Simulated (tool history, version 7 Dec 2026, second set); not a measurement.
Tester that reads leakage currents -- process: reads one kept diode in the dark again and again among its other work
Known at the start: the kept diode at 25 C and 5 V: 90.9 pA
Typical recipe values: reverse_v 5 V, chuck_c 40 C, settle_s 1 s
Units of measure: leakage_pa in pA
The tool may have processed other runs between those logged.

run    hour  reverse_v  chuck_c  settle_s  leakage_pa
  1       0          5       40         1      300.08
  2   124.2          5       40         1      300.47
  3   239.4          5       40         1      300.38
  4   331.7          5       40         1      301.77
  5   408.4          5       40      0.43      301.01
  6   522.9          5       40      0.43      299.94
  7   677.9          5       40      0.43      302.42
  8   829.5          5       23      0.43       78.17
  9   930.9          5       40         1      298.67
 10  1066.9          5       40       0.3      302.32
 11  1245.5       9.14       26       0.3      125.63
 12  1353.5       1.77       44       0.7      287.37
 13  1479.9       1.77       44       0.7      287.26
 14  1664.1       1.62       50      1.31      431.67
 15  1786.7       1.05       39      4.15      166.79
 16  1866.6       3.37       40      0.36      263.63
 17    1976        3.5       40         1      266.68
 18  2086.7       1.08       40      0.83      181.21
 19  2187.8       6.19       47      1.57      538.12

Put back what was entered between runs (3 entries, withheld): which listed runs does each sit between, and how does the hidden state differ from the listed run before to the listed run after?
In the gap between runs 7 and 8: probe card cleaned and baked (hour 787.6); tester calibrated (hour 803.5)
  stray current of the dirty probe card, pA a volt: 0.023 -> 0.02; current scale over the true one, %: -0.03 -> 0
In the gap between runs 15 and 16: chuck's temperature calibrated (hour 1860.8)
  true chuck temperature over the reading, C: -0.02 -> 0
